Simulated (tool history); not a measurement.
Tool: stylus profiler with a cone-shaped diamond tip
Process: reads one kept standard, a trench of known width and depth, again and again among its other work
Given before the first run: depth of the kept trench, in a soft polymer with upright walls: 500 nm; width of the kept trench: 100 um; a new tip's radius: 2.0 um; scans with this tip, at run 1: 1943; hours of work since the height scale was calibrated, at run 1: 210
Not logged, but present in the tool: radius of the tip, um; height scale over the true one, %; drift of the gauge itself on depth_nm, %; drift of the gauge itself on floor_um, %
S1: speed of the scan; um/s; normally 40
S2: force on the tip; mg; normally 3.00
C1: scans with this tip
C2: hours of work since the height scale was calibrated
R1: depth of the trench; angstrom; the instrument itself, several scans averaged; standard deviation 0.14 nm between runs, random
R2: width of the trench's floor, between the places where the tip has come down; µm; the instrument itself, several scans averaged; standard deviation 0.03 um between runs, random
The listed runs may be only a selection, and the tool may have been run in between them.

run,hour,S1,S2,C1,C2,R1,R2
1,0.0,40,3.00,1943,210,5059.0,97.15
2,7.7,40,2.00,1982,214,5047.4,97.13
3,23.8,40,2.00,2063,223,5046.6,97.12
4,39.7,40,2.00,2144,232,5044.3,97.12
5,47.9,40,2.00,2186,236,5043.8,97.10
6,61.5,40,2.00,2254,244,5046.3,97.02
7,77.7,40,8.22,2336,253,5110.7,97.15
8,87.4,40,8.22,2386,258,5114.1,97.16
9,97.0,40,8.22,2434,263,5114.4,97.19
10,104.7,73,3.00,2473,268,5059.6,97.03
# hour 106.3: height scale calibrated on a step standard
11,122.3,73,3.00,2560,9,5060.2,96.99
12,133.7,40,2.97,2618,15,5063.1,97.07
13,148.2,40,3.00,2691,23,5063.9,97.08
# hour 155.2: height scale calibrated on a step standard, once more
14,164.4,40,3.00,2771,5,5054.7,97.09
15,182.3,40,3.00,2862,15,5050.9,97.05
16,195.1,40,3.00,2926,22,5054.2,97.09
17,202.5,17,1.24,2964,26,5030.4,97.16
18,213.2,11,2.99,3018,32,5054.7,97.11
19,225.6,114,3.00,3081,39,5053.5,96.85

Estimate the outcome of run 20 from the log above:
20,237.0,114,2.65,3139,45,?,?

Run 20 yielded R1 5050.5 angstrom, R2 96.75 µm.
Take away the tool's hidden state, keep the run-to-run variation as it was, and the same run would have given R1 5050.2 angstrom, R2 96.92 µm.

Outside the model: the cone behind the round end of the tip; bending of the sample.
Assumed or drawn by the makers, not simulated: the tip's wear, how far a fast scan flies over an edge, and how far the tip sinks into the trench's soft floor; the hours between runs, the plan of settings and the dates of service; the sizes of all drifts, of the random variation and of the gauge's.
